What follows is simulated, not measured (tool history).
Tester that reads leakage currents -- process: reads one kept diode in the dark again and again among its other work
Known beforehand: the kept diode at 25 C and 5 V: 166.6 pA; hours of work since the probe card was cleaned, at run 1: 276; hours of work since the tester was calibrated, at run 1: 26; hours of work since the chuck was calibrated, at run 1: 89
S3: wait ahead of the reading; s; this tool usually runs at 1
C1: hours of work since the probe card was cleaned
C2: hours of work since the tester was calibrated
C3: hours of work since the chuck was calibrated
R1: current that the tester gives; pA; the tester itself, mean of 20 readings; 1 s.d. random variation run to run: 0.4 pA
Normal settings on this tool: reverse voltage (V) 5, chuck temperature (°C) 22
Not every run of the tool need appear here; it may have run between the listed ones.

{"run": 1, "hour": 0.0, "reverse voltage (V)": 5, "chuck temperature (°C)": 22, "S3": 1, "C1": 276, "C2": 26, "C3": 89, "R1": 137.22}
{"run": 2, "hour": 18.8, "reverse voltage (V)": 1.93, "chuck temperature (°C)": 22, "S3": 1, "C1": 286, "C2": 37, "C3": 99, "R1": 82.95}
{"run": 3, "hour": 39.3, "reverse voltage (V)": 1.93, "chuck temperature (°C)": 22, "S3": 1, "C1": 298, "C2": 48, "C3": 111, "R1": 83.84}
{"run": 4, "hour": 75.5, "reverse voltage (V)": 5, "chuck temperature (°C)": 22, "S3": 1, "C1": 318, "C2": 68, "C3": 131, "R1": 139.78}
{"run": 5, "hour": 99.5, "reverse voltage (V)": 5, "chuck temperature (°C)": 31, "S3": 1, "C1": 331, "C2": 81, "C3": 144, "R1": 273.15}
{"run": 6, "hour": 120.1, "reverse voltage (V)": 5, "chuck temperature (°C)": 31, "S3": 1, "C1": 342, "C2": 93, "C3": 155, "R1": 273.06}
{"run": 7, "hour": 157.2, "reverse voltage (V)": 5, "chuck temperature (°C)": 31, "S3": 1, "C1": 363, "C2": 113, "C3": 176, "R1": 273.81}
{"run": 8, "hour": 187.1, "reverse voltage (V)": 5, "chuck temperature (°C)": 31, "S3": 1, "C1": 379, "C2": 130, "C3": 192, "R1": 275.36}
{"run": 9, "hour": 227.1, "reverse voltage (V)": 5, "chuck temperature (°C)": 31, "S3": 1, "C1": 401, "C2": 152, "C3": 214, "R1": 277.96}
{"run": 10, "hour": 255.3, "reverse voltage (V)": 5, "chuck temperature (°C)": 31, "S3": 1, "C1": 417, "C2": 167, "C3": 230, "R1": 277.19}
{"hour": 259.7, "done": "chuck's temperature calibrated"}
{"run": 11, "hour": 277.9, "reverse voltage (V)": 5, "chuck temperature (°C)": 31, "S3": 1, "C1": 428, "C2": 179, "C3": 10, "R1": 281.59}
{"run": 12, "hour": 307.0, "reverse voltage (V)": 2.61, "chuck temperature (°C)": 22, "S3": 1, "C1": 444, "C2": 195, "C3": 26, "R1": 103.83}
{"hour": 348.1, "done": "chuck's temperature calibrated, once more"}
{"run": 13, "hour": 348.1, "reverse voltage (V)": 2.61, "chuck temperature (°C)": 22, "S3": 1, "C1": 466, "C2": 216, "C3": 0, "R1": 95.88}
{"run": 14, "hour": 382.1, "reverse voltage (V)": 8.1, "chuck temperature (°C)": 45, "S3": 1.38, "C1": 485, "C2": 235, "C3": 19, "R1": 895.76}
{"run": 15, "hour": 413.8, "reverse voltage (V)": 1.08, "chuck temperature (°C)": 29, "S3": 0.73, "C1": 502, "C2": 252, "C3": 36, "R1": 102.1}
{"run": 16, "hour": 431.4, "reverse voltage (V)": 1.08, "chuck temperature (°C)": 29, "S3": 0.73, "C1": 512, "C2": 262, "C3": 46, "R1": 102.78}
{"run": 17, "hour": 465.1, "reverse voltage (V)": 1.08, "chuck temperature (°C)": 29, "S3": 0.73, "C1": 530, "C2": 281, "C3": 65, "R1": 102.85}
{"run": 18, "hour": 486.0, "reverse voltage (V)": 1.28, "chuck temperature (°C)": 22, "S3": 8.37, "C1": 542, "C2": 292, "C3": 76, "R1": 67}
{"run": 19, "hour": 527.7, "reverse voltage (V)": 1.28, "chuck temperature (°C)": 22, "S3": 8.37, "C1": 565, "C2": 315, "C3": 99, "R1": 67.94}
{"run": 20, "hour": 562.7, "reverse voltage (V)": 4.18, "chuck temperature (°C)": 57, "S3": 1, "C1": 584, "C2": 334, "C3": 118, "R1": 1384.07}
{"run": 21, "hour": 602.1, "reverse voltage (V)": 4.18, "chuck temperature (°C)": 57, "S3": 1, "C1": 606, "C2": 356, "C3": 140, "R1": 1390.62}

Pick out some run-to-run changes in R1. Of each, how much would a tool without hidden state show as well, from the settings, what came in and chance, and how much is left for the hidden state and any gauge scatter not in both results compared?
What the log doesn't record here: stray current of the dirty probe card, pA a volt; current scale over the true one, %; true chuck temperature over the reading, C; drift of the gauge itself on leakage_pa, %.
Run 11 -> 12: reverse voltage (V) 5 -> 2.61, chuck temperature (°C) 31 -> 22. R1 -177.76 pA: hidden state -13.12, all else -164.64.
Run 13 -> 14: reverse voltage (V) 2.61 -> 8.1, chuck temperature (°C) 22 -> 45, S3 1 -> 1.38. R1 +799.88 pA: hidden state +10.21, all else +789.67.
Run 19 -> 20: reverse voltage (V) 1.28 -> 4.18, chuck temperature (°C) 22 -> 57, S3 8.37 -> 1. R1 +1316.13 pA: hidden state +39.09, all else +1277.04.
